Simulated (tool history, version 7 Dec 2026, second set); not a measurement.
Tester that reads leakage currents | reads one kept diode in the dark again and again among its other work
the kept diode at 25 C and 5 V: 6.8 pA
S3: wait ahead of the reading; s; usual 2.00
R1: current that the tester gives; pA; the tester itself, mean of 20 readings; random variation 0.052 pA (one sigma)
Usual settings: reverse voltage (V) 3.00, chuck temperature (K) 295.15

Run 1, hour 0.0: usual settings. Result: R1 5.70 pA.
Run 2, hour 34.6: usual settings. Result: R1 5.89 pA.
Run 3, hour 67.9: usual settings but S3 0.74 s. Result: R1 6.68 pA.
Run 4, hour 94.2: usual settings but S3 0.74 s. Result: R1 6.82 pA.
Run 5, hour 153.0: usual settings but S3 0.74 s. Result: R1 6.88 pA.
At hour 173.2: chuck's temperature calibrated.
Run 6, hour 199.3: usual settings but reverse voltage (V) 1.76. Result: R1 5.24 pA.
Run 7, hour 235.6: usual settings but reverse voltage (V) 1.76. Result: R1 5.25 pA.
Run 8, hour 267.1: usual settings but reverse voltage (V) 1.76. Result: R1 5.28 pA.
Run 9, hour 321.8: usual settings but reverse voltage (V) 1.76. Result: R1 5.26 pA.
Run 10, hour 359.5: usual settings but reverse voltage (V) 1.76. Result: R1 5.28 pA.
Run 11, hour 407.8: usual settings. Result: R1 6.95 pA.
Run 12, hour 441.1: usual settings. Result: R1 7.05 pA.
Run 13, hour 497.2: usual settings. Result: R1 7.10 pA.
Run 14, hour 547.1: usual settings but S3 2.71 s. Result: R1 7.01 pA.
Run 15, hour 589.5: usual settings but S3 2.71 s. Result: R1 7.08 pA.
Run 16, hour 627.7: usual settings but S3 2.71 s. Result: R1 7.14 pA.
Run 17, hour 680.6: usual settings but S3 2.71 s. Result: R1 7.25 pA.
Run 18, hour 738.7: usual settings but S3 2.71 s. Result: R1 7.40 pA.
Run 19, hour 765.4: usual settings but S3 2.71 s. Result: R1 7.29 pA.
Run 20, hour 805.5: usual settings but S3 2.71 s. Result: R1 7.44 pA.
Run 21, hour 838.8: usual settings but S3 2.71 s. Result: R1 7.41 pA.
Run 22, hour 893.9: usual settings but chuck temperature (K) 324.15, S3 2.71 s. Result: R1 36.03 pA.
Run 23, hour 923.8: usual settings but reverse voltage (V) 10.71, chuck temperature (K) 330.15. Result: R1 80.81 pA.
Run 24, hour 960.0: usual settings but reverse voltage (V) 1.75, chuck temperature (K) 310.15. Result: R1 13.20 pA.
Run 25, hour 1018.1: usual settings but reverse voltage (V) 3.44, chuck temperature (K) 310.15, S3 0.32 s. Result: R1 20.54 pA.
Run 26, hour 1075.3: usual settings but reverse voltage (V) 15.07, chuck temperature (K) 308.15, S3 4.06 s. Result: R1 34.13 pA.
Run 27, hour 1100.1: usual settings but reverse voltage (V) 11.27, chuck temperature (K) 320.15, S3 4.06 s. Result: R1 49.80 pA.
Run 28, hour 1139.3: usual settings but reverse voltage (V) 11.27, chuck temperature (K) 320.15, S3 4.06 s. Result: R1 49.73 pA.
Run 29, hour 1194.2: usual settings but reverse voltage (V) 1.23, chuck temperature (K) 297.15, S3 5.10 s. Result: R1 5.42 pA.
Run 30, hour 1248.4: usual settings but reverse voltage (V) 1.23, chuck temperature (K) 297.15, S3 5.10 s. Result: R1 5.42 pA.
Run 31, hour 1289.7: usual settings but reverse voltage (V) 1.90, chuck temperature (K) 300.15, S3 3.83 s. Result: R1 7.89 pA.
Run 32, hour 1324.8: usual settings but reverse voltage (V) 1.90, chuck temperature (K) 300.15, S3 3.83 s. Result: R1 7.87 pA.
Run 33, hour 1369.2: usual settings but reverse voltage (V) 1.90, chuck temperature (K) 300.15, S3 3.83 s. Result: R1 7.98 pA.
Run 34, hour 1407.4: usual settings but reverse voltage (V) 1.90, chuck temperature (K) 300.15, S3 3.83 s. Result: R1 8.03 pA.
Run 35, hour 1438.8: usual settings but reverse voltage (V) 18.18, chuck temperature (K) 313.15, S3 3.83 s. Result: R1 49.76 pA.
Run 36, hour 1485.4: usual settings but reverse voltage (V) 18.18, chuck temperature (K) 313.15, S3 3.83 s. Result: R1 50.14 pA.
Run 37, hour 1525.6: usual settings but reverse voltage (V) 18.18, chuck temperature (K) 313.15, S3 3.83 s. Result: R1 50.11 pA.
Run 38, hour 1569.5: usual settings but reverse voltage (V) 7.96, chuck temperature (K) 313.15, S3 0.61 s. Result: R1 35.44 pA.
Run 39, hour 1612.7: usual settings but reverse voltage (V) 12.86, chuck temperature (K) 328.15, S3 0.46 s. Result: R1 89.01 pA.

3 ways to go on from here, each from the tool as it stands after run 39. What would each give?
Run A, hour 1656.1: usual settings but reverse voltage (V) 7.81, chuck temperature (K) 309.15, S3 0.46 s. Result: R1 ?.
Run B, hour 1656.1: usual settings but chuck temperature (K) 298.15. Result: R1 ?.
Run C, hour 1656.1: usual settings but chuck temperature (K) 301.15, S3 0.80 s. Result: R1 ?.

run     R1
  A  31.69
  B   9.74
  C  11.97
Without the tool's hidden state the same runs would have given:
run     R1
  A  22.98
  B   6.40
  C   8.68
